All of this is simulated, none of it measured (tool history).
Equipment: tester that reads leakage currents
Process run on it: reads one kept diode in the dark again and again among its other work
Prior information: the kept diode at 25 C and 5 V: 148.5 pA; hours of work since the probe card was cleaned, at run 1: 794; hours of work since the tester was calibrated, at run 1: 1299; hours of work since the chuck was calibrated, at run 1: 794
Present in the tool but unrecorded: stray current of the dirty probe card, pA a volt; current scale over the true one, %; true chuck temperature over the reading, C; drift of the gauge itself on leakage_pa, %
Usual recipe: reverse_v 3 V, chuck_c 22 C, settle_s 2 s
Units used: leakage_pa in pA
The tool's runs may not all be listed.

run    hour  reverse_v  chuck_c  settle_s  hours of work since the probe card was cleaned  hours of work since the tester was calibrated  hours of work since the chuck was calibrated  leakage_pa
  1       0          3       22         2                                             794                                           1299                                           794        88.4
  2   143.9          3       22         2                                             865                                           1370                                           865       87.82
  3   314.6          3       22         2                                             949                                           1454                                           949       87.94
  4   509.1          3       22         2                                            1044                                           1549                                          1044       87.79
  5   727.5          3       22         2                                            1152                                           1657                                          1152       87.75
  6   828.7          3       22         2                                            1201                                           1706                                          1201       87.39
  7  1009.3          3       22         2                                            1290                                           1795                                          1290       87.28
  8    1177          3       22         2                                            1372                                           1877                                          1372       87.05
  9  1305.6          3       22         2                                            1435                                           1940                                          1435       86.75
 10  1501.4          3       22      0.89                                            1531                                           2036                                          1531       86.81
 11  1592.9          3       22         2                                            1576                                           2081                                          1576        86.3
     1651.1  -- probe card cleaned and baked
 12  1695.4      19.93       22         2                                              22                                           2130                                          1625      201.69
     1833.2  -- tester calibrated
 13  1833.2       3.76       22         2                                              88                                              0                                          1692       94.25
 14  1994.6       3.76       22         2                                             168                                             79                                          1771       94.42
 15  2098.3       7.99       22         2                                             219                                            130                                          1822      133.89
 16  2223.1       7.99       22         2                                             280                                            191                                          1883       133.8
 17  2404.6       7.01       21      2.97                                             369                                            281                                          1972      115.99
 18  2494.6          3       49      2.49                                             413                                            325                                          2017      639.87
 19  2666.3          3       49      2.49                                             497                                            409                                          2101      635.25
 20  2761.4      12.85       35      1.11                                             544                                            456                                          2148      455.62
 21  2880.8      12.85       35      1.11                                             603                                            514                                          2206      453.47
 22  3008.2          3       23         2                                             665                                            577                                          2269       90.22
 23  3103.7      17.02       51       8.1                                             712                                            624                                          2316     1611.19
 24  3260.5      11.14       51         1                                             789                                            701                                          2393     1320.78
 25  3409.3      17.92       31         2                                             862                                            774                                          2466      390.04
     3457.7  -- chuck's temperature calibrated
 26  3545.5      17.92       31         2                                             928                                            840                                            43      434.04
 27  3714.6       3.54       36      7.15                                            1011                                            923                                           126      295.44
 28  3903.3       3.54       36      7.15                                            1104                                           1015                                           219      295.27
 29  4025.7       3.54       36      7.15                                            1164                                           1075                                           279      294.64
 30  4139.5       3.54       36      7.15                                            1220                                           1131                                           335      293.27
 31  4307.5      16.28       32       4.7                                            1302                                           1214                                           417      441.62
 32  4482.9      16.28       32       4.7                                            1388                                           1300                                           503       443.7

Here are 5 independent what-if runs from the current tool condition. What would each one return?
  A  4613.8       1.66       32      0.67                                            1453                                           1364                                           568           ?
  B  4613.8      10.02       32       4.7                                            1453                                           1364                                           568           ?
  C  4613.8      10.37       31      1.99                                            1453                                           1364                                           568           ?
  D  4613.8      13.29       32       1.9                                            1453                                           1364                                           568           ?
  E  4613.8       2.44       37       1.5                                            1453                                           1364                                           568           ?

run  leakage_pa
  A      152.61
  B      351.98
  C      329.76
  D      398.65
  E      264.25
Had the tool no hidden state, the same runs would have come out as:
run  leakage_pa
  A      155.98
  B      354.92
  C      331.84
  D      400.55
  E      270.26

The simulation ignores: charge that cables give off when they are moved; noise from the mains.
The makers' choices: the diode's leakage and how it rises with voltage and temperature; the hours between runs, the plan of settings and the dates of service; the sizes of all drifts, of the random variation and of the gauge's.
